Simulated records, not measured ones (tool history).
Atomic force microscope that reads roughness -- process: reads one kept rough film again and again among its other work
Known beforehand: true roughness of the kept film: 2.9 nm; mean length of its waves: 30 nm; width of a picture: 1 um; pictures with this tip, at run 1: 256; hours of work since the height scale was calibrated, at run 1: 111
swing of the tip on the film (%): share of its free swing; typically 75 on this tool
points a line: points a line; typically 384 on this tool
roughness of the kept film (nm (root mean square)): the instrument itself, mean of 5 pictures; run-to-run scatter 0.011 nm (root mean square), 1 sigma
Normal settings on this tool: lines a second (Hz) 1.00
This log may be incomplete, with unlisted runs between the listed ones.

run	day	lines a second (Hz)	swing of the tip on the film (%)	points a line	pictures with this tip	hours of work since the height scale was calibrated	roughness of the kept film (nm (root mean square))
1	0.000	1.00	75	384	256	111	2.442
2	0.783	1.00	75	326	277	122	2.448
3	1.175	1.00	75	326	287	127	2.407
4	1.621	1.00	75	384	299	133	2.438
5	2.067	1.00	75	384	311	139	2.431
6	2.971	1.00	80	384	335	151	2.381
# day 3.092: new tip fitted
7	3.800	1.00	80	384	19	162	2.586
8	4.554	1.00	75	384	39	172	2.589
9	5.221	1.00	88	405	56	181	2.520
10	5.892	1.91	59	614	74	190	2.595
11	6.775	0.66	59	614	98	202	2.591
12	7.704	0.66	59	614	123	215	2.609
# day 7.821: height scale calibrated on a step standard
13	8.308	0.66	59	614	137	7	2.611
14	8.942	0.66	59	614	154	15	2.567
# day 9.329: height scale calibrated on a step standard, once more
15	9.717	0.63	75	675	174	5	2.557
16	10.112	0.63	81	360	184	11	2.481

Alternative continuations, all from the tool just after run 16; predict every row:
A	10.912	1.00	77	384	206	21	?
B	10.912	1.84	82	961	206	21	?
C	10.912	1.55	75	866	206	21	?
D	10.912	1.82	81	286	206	21	?
E	10.912	1.16	81	360	206	21	?

run	roughness of the kept film (nm (root mean square))
A	2.468
B	2.384
C	2.450
D	2.376
E	2.447
Had the tool no hidden state, the same runs would have come out as:
run	roughness of the kept film (nm (root mean square))
A	2.619
B	2.530
C	2.600
D	2.522
E	2.597
